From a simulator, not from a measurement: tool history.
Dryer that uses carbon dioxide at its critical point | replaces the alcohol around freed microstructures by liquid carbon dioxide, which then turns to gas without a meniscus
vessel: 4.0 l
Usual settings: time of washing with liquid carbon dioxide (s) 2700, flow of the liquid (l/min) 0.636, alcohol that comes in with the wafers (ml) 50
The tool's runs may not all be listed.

| run | hour | time of washing with liquid carbon dioxide (s) | flow of the liquid (l/min) | alcohol that comes in with the wafers (ml) | alcohol left in the vessel before it's heated (ppm by volume) |
|---|---|---|---|---|---|
| 1 | 0 | 2700 | 0.636 | 50 | 99 |
| 2 | 13.6 | 2700 | 0.636 | 50 | 107 |
| 3 | 33.2 | 2700 | 0.636 | 50 | 109 |
| 4 | 48.1 | 2700 | 0.636 | 50 | 113 |
| 5 | 64.7 | 2700 | 0.65 | 50 | 109 |
| 6 | 78.4 | 2700 | 0.65 | 50 | 99 |
| 7 | 93.4 | 2700 | 0.636 | 50 | 116 |
| 8 | 103.5 | 2700 | 0.636 | 23 | 69 |
| 9 | 125.2 | 1980 | 0.636 | 50 | 329 |
| 10 | 134.3 | 1980 | 0.636 | 50 | 312 |
| 11 | 147.1 | 2700 | 0.636 | 50 | 103 |
| 12 | 165.7 | 2700 | 0.636 | 50 | 97 |
| 13 | 181.2 | 4200 | 0.636 | 50 | 29 |
| 14 | 199.7 | 4200 | 0.636 | 50 | 23 |
| 15 | 215.9 | 2400 | 0.636 | 50 | 166 |
| 16 | 234.4 | 2400 | 0.636 | 50 | 156 |
| 17 | 244.3 | 2400 | 0.636 | 50 | 170 |
| 18 | 254.9 | 2400 | 0.636 | 50 | 165 |
| 19 | 267.7 | 2400 | 0.636 | 50 | 169 |
| 20 | 278.5 | 2700 | 0.636 | 50 | 116 |
| 21 | 295 | 2700 | 0.636 | 50 | 100 |
| 22 | 308.2 | 2700 | 0.636 | 22 | 64 |
| 23 | 321.8 | 2700 | 0.636 | 22 | 56 |
| 24 | 334.2 | 2700 | 0.636 | 22 | 66 |
| 25 | 351 | 2700 | 0.636 | 22 | 65 |
| 26 | 370.4 | 2160 | 0.636 | 22 | 134 |
| 27 | 388.9 | 2700 | 0.781 | 50 | 50 |
| 28 | 406 | 2700 | 0.485 | 91 | 632 |
| 29 | 419.4 | 2700 | 0.485 | 91 | 610 |
| 30 | 430.6 | 2160 | 0.48 | 24 | 367 |
| 31 | 439.3 | 1800 | 0.697 | 24 | 189 |
| 32 | 454.4 | 2400 | 0.697 | 21 | 72 |
| 33 | 473.5 | 1680 | 0.947 | 29 | 99 |
| 34 | 486.9 | 1860 | 0.506 | 88 | 1633 |
| 35 | 498.5 | 1860 | 0.506 | 88 | 1662 |
| 36 | 516 | 1860 | 0.506 | 88 | 1645 |
| 37 | 537.2 | 2700 | 0.537 | 51 | 260 |
| 38 | 552.4 | 3240 | 0.692 | 37 | 58 |
| 39 | 561.8 | 3240 | 0.692 | 53 | 61 |
| 40 | 578.2 | 2460 | 0.636 | 82 | 293 |
| 41 | 587 | 3840 | 0.636 | 56 | 52 |
| 42 | 600.8 | 3840 | 0.636 | 56 | 53 |
| 43 | 612 | 1920 | 0.384 | 50 | 1753 |
| 44 | 628 | 4140 | 0.55 | 50 | 61 |
| 45 | 643.9 | 3600 | 0.55 | 50 | 82 |
| 46 | 654.9 | 3120 | 0.518 | 72 | 211 |
| 47 | 666.6 | 3960 | 0.499 | 101 | 116 |

Taken out of this log: 2 entries between the listed runs. Where each belongs, and how the hidden state differs across it:
Between runs 8 and 9: inlet filter changed (hour 109.1)
  flow that reaches the vessel past the clogged filter, %: 94.5 -> 99.8; alcohol in the recycled carbon dioxide, ppm: 17.8 -> 18.7
  measured less the result without the state, alcohol left in the vessel before it's heated (ppm by volume): +25 -> +16
Between runs 44 and 45: inlet filter changed (hour 643.6)
  flow that reaches the vessel past the clogged filter, %: 94.4 -> 99.8; alcohol in the recycled carbon dioxide, ppm: 40.9 -> 41.5
  measured less the result without the state, alcohol left in the vessel before it's heated (ppm by volume): +44 -> +37
